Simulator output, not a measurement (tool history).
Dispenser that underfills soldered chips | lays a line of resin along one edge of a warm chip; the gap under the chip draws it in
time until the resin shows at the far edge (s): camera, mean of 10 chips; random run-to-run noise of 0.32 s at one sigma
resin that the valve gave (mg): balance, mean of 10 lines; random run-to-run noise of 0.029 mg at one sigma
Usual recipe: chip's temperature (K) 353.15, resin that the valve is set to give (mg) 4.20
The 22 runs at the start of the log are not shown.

run	day	chip's temperature (K)	resin that the valve is set to give (mg)	time until the resin shows at the far edge (s)	resin that the valve gave (mg)
23	3.321	353.15	3.61	14.8	3.39
# day 3.488: new syringe of resin
24	3.558	354.15	4.24	10.6	4.00
25	3.688	349.15	4.86	14.0	4.61
26	3.888	349.15	4.86	17.0	4.63
# day 3.971: new syringe of resin
27	4.025	349.15	4.86	12.9	4.58
28	4.175	347.15	4.20	16.5	3.92
29	4.375	364.15	4.91	9.8	4.59
# day 4.454: new syringe of resin
# day 4.554: dispensing valve cleaned and set on the balance
30	4.600	364.15	4.91	8.1	4.95
31	4.696	355.15	5.09	11.3	5.05

The next listed run, before its measurement:
32	4.829	366.15	4.83	?	?

time until the resin shows at the far edge (s): 8.5
resin that the valve gave (mg): 4.81
Take away the tool's hidden state, keep the run-to-run variation as it was, and the same run would have given time until the resin shows at the far edge (s) 6.7, resin that the valve gave (mg) 4.82.
